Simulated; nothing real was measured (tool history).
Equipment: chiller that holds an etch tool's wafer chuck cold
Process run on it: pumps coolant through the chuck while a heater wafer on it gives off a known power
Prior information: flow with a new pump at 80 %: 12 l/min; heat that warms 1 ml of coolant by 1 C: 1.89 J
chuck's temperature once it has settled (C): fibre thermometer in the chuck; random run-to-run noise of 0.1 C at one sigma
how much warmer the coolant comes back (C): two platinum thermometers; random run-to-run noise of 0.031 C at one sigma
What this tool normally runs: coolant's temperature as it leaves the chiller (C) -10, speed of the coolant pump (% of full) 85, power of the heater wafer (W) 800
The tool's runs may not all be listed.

run	hour	coolant's temperature as it leaves the chiller (C)	speed of the coolant pump (% of full)	power of the heater wafer (W)	chuck's temperature once it has settled (C)	how much warmer the coolant comes back (C)
1	0	-10	85	800	-1.5	2.09
2	54.8	-10	85	800	-1.6	2.13
3	115.8	-10	85	800	-1.4	2.07
4	172	-10	85	800	-1.4	2.12
5	211.6	-10	85	800	-1.4	2.07
6	243.5	-10	97	800	-2.5	1.82
7	294.4	-10	97	800	-2.5	1.84
8	347.2	-10	85	800	-1.4	2.17
9	406.1	-10	85	800	-1.3	2.12
10	458.2	-10	85	800	-1.3	2.09
11	518.5	-4	85	800	4.9	2.12
12	566	-4	85	800	4.7	2.13
13	601.6	-4	85	800	4.8	2.16
14	639.4	-10	70	800	0.6	2.67
15	672.9	-10	70	800	0.6	2.6
16	734.7	-10	70	800	0.8	2.68
17	794.4	-16	70	760	-5.8	2.59
18	843.6	-10	75	761	-0.2	2.38
19	905.2	-10	68	503	-2.9	1.75
20	958.7	-1	82	503	4.9	1.44
21	1001.2	-10	82	461	-4.5	1.37
22	1057.9	-20	77	749	-10.7	2.2
23	1096.6	-19	85	438	-13.8	1.2
24	1124.3	-13	67	1031	1.9	3.7
25	1173	-16	80	1031	-3.7	3.03
26	1219	-8	85	800	1.4	2.15
27	1280	-10	64	900	3.8	3.41
28	1329.2	-13	85	800	-3.6	2.13
# hour 1354: coolant changed, channels flushed
29	1392.9	-13	85	800	-5.5	2.11
30	1422.8	-16	60	800	-5.4	3.25
31	1448.8	-10	62	483	-3.8	1.86

The same runs without the tool's hidden state, with the same run-to-run variation:
Hidden conditions of the tool in this case: heat passed by the chuck's channels, % of clean ones'; flow at a given pump speed, % of a new pump's; coolant's true temperature over the reading, C; drift of the gauge itself on chuck_c, C; drift of the gauge itself on warmer_back_c, C.
run	chuck's temperature once it has settled (C)	how much warmer the coolant comes back (C)
1	-3.4	1.97
2	-3.5	2
3	-3.3	1.94
4	-3.4	1.99
5	-3.4	1.94
6	-4.3	1.7
7	-4.3	1.72
8	-3.5	2.02
9	-3.4	1.97
10	-3.5	1.94
11	2.7	1.96
12	2.4	1.97
13	2.5	2
14	-2.1	2.47
15	-2.2	2.39
16	-2	2.47
17	-8.6	2.39
18	-2.9	2.19
19	-5	1.61
20	3.1	1.32
21	-6.2	1.26
22	-13.4	2.01
23	-15.4	1.1
24	-2.2	3.38
25	-7.3	2.76
26	-1.4	1.96
27	-0.2	3.11
28	-6.5	1.93
29	-6.5	1.91
30	-6.7	2.94
31	-4.7	1.69

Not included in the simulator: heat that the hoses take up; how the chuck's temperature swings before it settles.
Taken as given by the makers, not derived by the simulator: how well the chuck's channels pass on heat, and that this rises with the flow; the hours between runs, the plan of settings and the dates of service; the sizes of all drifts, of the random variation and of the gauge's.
